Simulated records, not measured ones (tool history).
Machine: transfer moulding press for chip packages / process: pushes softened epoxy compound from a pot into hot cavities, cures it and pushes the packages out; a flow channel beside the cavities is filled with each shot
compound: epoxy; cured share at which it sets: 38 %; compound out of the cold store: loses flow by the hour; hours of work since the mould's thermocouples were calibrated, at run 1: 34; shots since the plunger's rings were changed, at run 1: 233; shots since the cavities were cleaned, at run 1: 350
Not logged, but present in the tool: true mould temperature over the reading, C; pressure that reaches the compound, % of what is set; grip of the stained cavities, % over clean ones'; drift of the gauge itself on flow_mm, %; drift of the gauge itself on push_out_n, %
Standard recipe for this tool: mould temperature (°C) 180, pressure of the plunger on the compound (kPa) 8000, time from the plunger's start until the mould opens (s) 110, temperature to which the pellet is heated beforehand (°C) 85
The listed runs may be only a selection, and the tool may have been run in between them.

run	hour	mould temperature (°C)	pressure of the plunger on the compound (kPa)	time from the plunger's start until the mould opens (s)	temperature to which the pellet is heated beforehand (°C)	hours of work since the mould's thermocouples were calibrated	shots since the plunger's rings were changed	shots since the cavities were cleaned	incoming compound's hours out of the cold store	length that the compound runs in the flow channel (mm)	greatest force on the pins that push the packages out (N)
1	0.0	180	8000	110	85	34	233	350	48.0	602	341
# hour 16.2: cavities cleaned with cleaning compound and waxed
2	53.0	180	8000	110	85	60	688	325	21.1	658	361
# hour 71.9: cavities cleaned with cleaning compound and waxed
3	93.3	180	8000	110	85	80	1032	189	47.2	603	335
4	122.7	180	8000	110	85	95	1292	449	13.5	684	372
# hour 129.2: cavities cleaned with cleaning compound and waxed
5	173.3	180	8000	110	85	120	1726	390	12.2	677	363
# hour 185.7: cavities cleaned with cleaning compound and waxed
6	224.8	180	8000	110	85	146	2169	346	41.1	617	355
# hour 244.2: cavities cleaned with cleaning compound and waxed
7	259.8	180	8000	110	85	163	2465	138	27.9	644	364
8	294.2	179	8000	110	85	181	2769	442	23.6	653	390
# hour 300.0: cavities cleaned with cleaning compound and waxed
9	339.6	179	8000	110	85	203	3158	350	14.6	676	401
# hour 355.0: cavities cleaned with cleaning compound and waxed
10	365.4	180	8000	110	85	216	3373	92	35.7	627	364
11	388.8	184	7130	110	90	228	3580	299	18.5	612	294
# hour 412.9: cavities cleaned with cleaning compound and waxed
12	414.4	184	7130	110	90	240	3793	13	26.5	607	298
13	465.6	184	7130	110	90	266	4246	466	30.0	591	297
# hour 470.5: cavities cleaned with cleaning compound and waxed
14	517.7	184	7130	110	90	292	4694	418	43.9	568	295
# hour 528.8: cavities cleaned with cleaning compound and waxed
15	568.5	179	7130	144	89	318	5130	351	22.1	630	287
# hour 585.5: cavities cleaned with cleaning compound and waxed
16	593.0	184	9080	127	94	330	5333	66	31.8	658	268
17	620.3	180	6500	107	85	344	5575	308	43.5	548	372
# hour 641.9: cavities cleaned with cleaning compound and waxed
18	674.3	180	8340	136	90	370	6039	287	30.0	654	286
# hour 699.0: cavities cleaned with cleaning compound and waxed
19	699.1	180	6240	128	89	382	6245	1	33.4	557	298

For each entry between runs, how does the tool's hidden state at the last listed run before it compare with that at the first listed run after it?
From run 1 to run 2: cavities cleaned with cleaning compound and waxed (hour 16.2)
  pressure that reaches the compound, % of what is set: 99.99 -> 99.97; grip of the stained cavities, % over clean ones': 0.6 -> 0.5
From run 2 to run 3: cavities cleaned with cleaning compound and waxed (hour 71.9)
  pressure that reaches the compound, % of what is set: 99.97 -> 99.95; grip of the stained cavities, % over clean ones': 0.5 -> 0.4
From run 4 to run 5: cavities cleaned with cleaning compound and waxed (hour 129.2)
  pressure that reaches the compound, % of what is set: 99.94 -> 99.93
From run 5 to run 6: cavities cleaned with cleaning compound and waxed (hour 185.7)
  pressure that reaches the compound, % of what is set: 99.93 -> 99.91
From run 6 to run 7: cavities cleaned with cleaning compound and waxed (hour 244.2)
  pressure that reaches the compound, % of what is set: 99.91 -> 99.9; grip of the stained cavities, % over clean ones': 0.6 -> 0.3
From run 8 to run 9: cavities cleaned with cleaning compound and waxed (hour 300.0)
  pressure that reaches the compound, % of what is set: 99.88 -> 99.87; grip of the stained cavities, % over clean ones': 0.6 -> 0.5
From run 9 to run 10: cavities cleaned with cleaning compound and waxed (hour 355.0)
  pressure that reaches the compound, % of what is set: 99.87 -> 99.86; grip of the stained cavities, % over clean ones': 0.5 -> 0.2
From run 11 to run 12: cavities cleaned with cleaning compound and waxed (hour 412.9)
  pressure that reaches the compound, % of what is set: 99.85 -> 99.84; grip of the stained cavities, % over clean ones': 0.5 -> 0.1
From run 13 to run 14: cavities cleaned with cleaning compound and waxed (hour 470.5)
  pressure that reaches the compound, % of what is set: 99.83 -> 99.81
From run 14 to run 15: cavities cleaned with cleaning compound and waxed (hour 528.8)
  pressure that reaches the compound, % of what is set: 99.81 -> 99.79
From run 15 to run 16: cavities cleaned with cleaning compound and waxed (hour 585.5)
  pressure that reaches the compound, % of what is set: 99.79 -> 99.78; grip of the stained cavities, % over clean ones': 0.6 -> 0.1
From run 17 to run 18: cavities cleaned with cleaning compound and waxed (hour 641.9)
  pressure that reaches the compound, % of what is set: 99.77 -> 99.76
From run 18 to run 19: cavities cleaned with cleaning compound and waxed (hour 699.0)
  pressure that reaches the compound, % of what is set: 99.76 -> 99.75; grip of the stained cavities, % over clean ones': 0.5 -> 0
